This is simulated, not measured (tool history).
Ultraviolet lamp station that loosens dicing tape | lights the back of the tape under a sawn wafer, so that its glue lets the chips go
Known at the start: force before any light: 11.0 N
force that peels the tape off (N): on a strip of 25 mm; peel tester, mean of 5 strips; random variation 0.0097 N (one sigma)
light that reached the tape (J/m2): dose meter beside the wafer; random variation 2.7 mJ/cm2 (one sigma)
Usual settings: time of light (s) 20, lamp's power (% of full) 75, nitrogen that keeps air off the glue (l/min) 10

run,hour,time of light (s),lamp's power (% of full),nitrogen that keeps air off the glue (l/min),force that peels the tape off (N),light that reached the tape (J/m2)
1,0.0,20,75,10,0.719,2910
2,11.5,20,75,10,0.712,2930
3,22.5,20,75,10,0.708,2880
4,30.6,20,75,10,0.732,2880
5,49.2,20,75,10,0.784,2840
6,69.1,20,75,10,0.785,2790
7,83.2,21,66,8,1.184,2570
8,91.7,21,74,8,0.911,2900
9,111.6,19,75,10,0.940,2620
10,120.5,20,94,11,0.438,3460
11,131.9,20,94,11,0.465,3320
12,146.3,20,74,17,0.601,2650

Forecast each of these 4 alternatives for the next run:
# hour 157.4: window cleaned of glue's vapour
A,160.1,10,71,15,?,?
# hour 157.4: window cleaned of glue's vapour
B,160.1,15,85,5,?,?
# hour 157.4: window cleaned of glue's vapour
C,160.1,17,74,17,?,?
# hour 157.4: window cleaned of glue's vapour
D,160.1,20,83,5,?,?

run,force that peels the tape off (N),light that reached the tape (J/m2)
A,2.086,1420
B,1.663,2620
C,0.619,2560
D,1.027,3360
Without the tool's hidden state the same runs would have given:
run,force that peels the tape off (N),light that reached the tape (J/m2)
A,1.495,1730
B,1.146,3170
C,0.395,3110
D,0.664,4090

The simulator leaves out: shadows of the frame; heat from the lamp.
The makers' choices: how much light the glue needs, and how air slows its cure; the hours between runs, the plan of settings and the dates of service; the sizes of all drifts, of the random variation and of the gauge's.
